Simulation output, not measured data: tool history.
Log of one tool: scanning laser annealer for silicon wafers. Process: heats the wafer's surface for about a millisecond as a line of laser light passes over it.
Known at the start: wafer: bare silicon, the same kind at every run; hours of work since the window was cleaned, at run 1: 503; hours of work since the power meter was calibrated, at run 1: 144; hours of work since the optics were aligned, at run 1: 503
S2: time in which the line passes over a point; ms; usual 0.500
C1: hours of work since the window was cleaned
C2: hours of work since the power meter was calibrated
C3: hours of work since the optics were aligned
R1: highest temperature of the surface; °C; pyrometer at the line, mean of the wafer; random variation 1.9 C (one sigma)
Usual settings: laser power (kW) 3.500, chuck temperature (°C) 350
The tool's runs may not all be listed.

run 1 hour=0.0 | laser_power_(kW)=3.500 S2=0.500 chuck_temperature_(°C)=350 | C1=503 C2=144 C3=503 | R1=1125
run 2 hour=61.7 | laser_power_(kW)=3.500 S2=0.500 chuck_temperature_(°C)=350 | C1=547 C2=188 C3=547 | R1=1123
run 3 hour=136.5 | laser_power_(kW)=3.021 S2=0.500 chuck_temperature_(°C)=350 | C1=600 C2=242 C3=600 | R1=983
run 4 hour=221.7 | laser_power_(kW)=3.500 S2=0.500 chuck_temperature_(°C)=350 | C1=661 C2=303 C3=661 | R1=1115
run 5 hour=294.2 | laser_power_(kW)=3.500 S2=0.500 chuck_temperature_(°C)=350 | C1=713 C2=354 C3=713 | R1=1114
run 6 hour=383.5 | laser_power_(kW)=3.500 S2=0.500 chuck_temperature_(°C)=350 | C1=777 C2=418 C3=777 | R1=1105
run 7 hour=448.3 | laser_power_(kW)=3.500 S2=0.500 chuck_temperature_(°C)=350 | C1=823 C2=464 C3=823 | R1=1105
run 8 hour=510.7 | laser_power_(kW)=3.500 S2=0.500 chuck_temperature_(°C)=350 | C1=867 C2=509 C3=867 | R1=1098
-- hour=541.1 window over the wafer cleaned
run 9 hour=552.9 | laser_power_(kW)=3.177 S2=0.369 chuck_temperature_(°C)=387 | C1=8 C2=537 C3=896 | R1=977
-- hour=562.7 optics aligned, line set to its width
run 10 hour=608.4 | laser_power_(kW)=3.177 S2=0.369 chuck_temperature_(°C)=387 | C1=44 C2=573 C3=33 | R1=994
run 11 hour=690.9 | laser_power_(kW)=3.177 S2=0.369 chuck_temperature_(°C)=387 | C1=103 C2=632 C3=91 | R1=994
run 12 hour=741.9 | laser_power_(kW)=3.177 S2=0.369 chuck_temperature_(°C)=387 | C1=140 C2=669 C3=128 | R1=993
run 13 hour=781.1 | laser_power_(kW)=3.177 S2=0.369 chuck_temperature_(°C)=387 | C1=168 C2=697 C3=156 | R1=987
run 14 hour=861.6 | laser_power_(kW)=3.500 S2=0.493 chuck_temperature_(°C)=350 | C1=225 C2=754 C3=213 | R1=1136
run 15 hour=902.8 | laser_power_(kW)=3.556 S2=0.394 chuck_temperature_(°C)=374 | C1=254 C2=783 C3=243 | R1=1093

Forecast each of these 3 alternatives for the next run:
run A hour=992.9 | laser_power_(kW)=3.081 S2=0.480 chuck_temperature_(°C)=374 | C1=319 C2=848 C3=307 | R1=?
run B hour=992.9 | laser_power_(kW)=3.785 S2=0.404 chuck_temperature_(°C)=341 | C1=319 C2=848 C3=307 | R1=?
run C hour=992.9 | laser_power_(kW)=3.556 S2=0.394 chuck_temperature_(°C)=322 | C1=319 C2=848 C3=307 | R1=?

run=A R1=1026
run=B R1=1130
run=C R1=1039
Without the tool's hidden state the same runs would have given:
run=A R1=1040
run=B R1=1147
run=C R1=1054
